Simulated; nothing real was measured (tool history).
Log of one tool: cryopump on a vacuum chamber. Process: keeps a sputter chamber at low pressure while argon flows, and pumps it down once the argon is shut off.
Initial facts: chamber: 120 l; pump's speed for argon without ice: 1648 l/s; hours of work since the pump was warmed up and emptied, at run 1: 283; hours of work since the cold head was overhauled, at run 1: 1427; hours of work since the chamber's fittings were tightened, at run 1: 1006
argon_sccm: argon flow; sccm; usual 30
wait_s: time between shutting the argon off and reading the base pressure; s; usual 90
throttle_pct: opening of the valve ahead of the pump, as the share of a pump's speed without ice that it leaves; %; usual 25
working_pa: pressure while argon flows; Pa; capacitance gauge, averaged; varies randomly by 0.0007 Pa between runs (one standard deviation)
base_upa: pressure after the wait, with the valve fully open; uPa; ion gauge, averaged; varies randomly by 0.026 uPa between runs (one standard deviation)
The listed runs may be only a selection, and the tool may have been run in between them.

run	hour	argon_sccm	wait_s	throttle_pct	hours of work since the pump was warmed up and emptied	hours of work since the cold head was overhauled	hours of work since the chamber's fittings were tightened	working_pa	base_upa
1	0.0	30	90	25	283	1427	1006	0.1264	1.46
2	56.2	30	90	25	308	1453	1031	0.1277	1.39
3	132.7	18	90	25	343	1488	1066	0.0778	1.44
4	220.8	18	90	25	384	1528	1106	0.0760	1.52
5	311.1	18	90	25	425	1569	1148	0.0779	1.53
6	410.0	58	90	25	470	1614	1193	0.2514	1.52
7	471.0	58	90	25	498	1642	1221	0.2547	1.51
8	537.6	30	90	23	528	1672	1251	0.1414	1.56
9	603.8	30	90	23	558	1703	1281	0.1418	1.52
10	707.2	30	72	23	606	1750	1329	0.1431	1.88
11	790.8	30	75	23	644	1788	1367	0.1438	1.80
12	837.9	30	77	25	665	1810	1388	0.1337	1.78
13	909.1	57	77	25	698	1842	1421	0.2558	1.82
14	1008.2	57	77	25	743	1887	1466	0.2559	1.90
15	1074.7	57	77	25	774	1918	1496	0.2552	1.91
16	1160.3	30	90	17	813	1957	1536	0.1940	1.69
17	1221.2	30	90	17	840	1985	1563	0.1927	1.77
18	1318.9	30	90	17	885	2029	1608	0.1967	1.76
19	1365.2	30	90	24	906	2051	1629	0.1424	1.76
20	1442.6	30	130	17	942	2086	1665	0.1957	1.51
21	1508.0	30	90	20	971	2116	1694	0.1713	1.82
22	1567.6	30	90	35	999	2143	1722	0.1055	1.84
23	1637.1	30	90	24	1030	2175	1753	0.1449	1.91
24	1709.0	30	90	24	1063	2208	1786	0.1461	1.93
25	1752.1	30	26	28	1083	2227	1806	0.1282	4.37
# hour 1791.2: pump warmed up, emptied and cooled again
26	1808.0	30	26	28	8	2250	1829	0.1105	4.00
27	1883.7	30	26	28	42	2285	1864	0.1112	3.93
28	1951.6	19	23	24	73	2316	1895	0.0823	4.42
29	2025.7	19	50	43	107	2350	1929	0.0461	2.45
30	2112.8	19	139	52	147	2390	1968	0.0396	1.32
31	2198.0	19	139	52	186	2429	2007	0.0391	1.33
32	2247.2	19	139	52	208	2451	2030	0.0385	1.30
33	2299.6	30	48	34	232	2475	2054	0.0944	2.46
34	2385.5	30	94	25	271	2514	2093	0.1278	1.65
35	2487.4	44	94	47	318	2561	2139	0.1032	1.69

What if the next run were any one of these 3? Each begins from the tool's condition after run 35:
A	2589.1	31	22	54	364	2607	2186	?	?
B	2589.1	19	243	32	364	2607	2186	?	?
C	2589.1	21	34	18	364	2607	2186	?	?

run	working_pa	base_upa
A	0.0649	4.75
B	0.0643	1.14
C	0.1233	3.25
With the hidden condition removed and each run's random variation left untouched, the same runs would have given:
run	working_pa	base_upa
A	0.0591	4.13
B	0.0608	0.51
C	0.1194	2.65
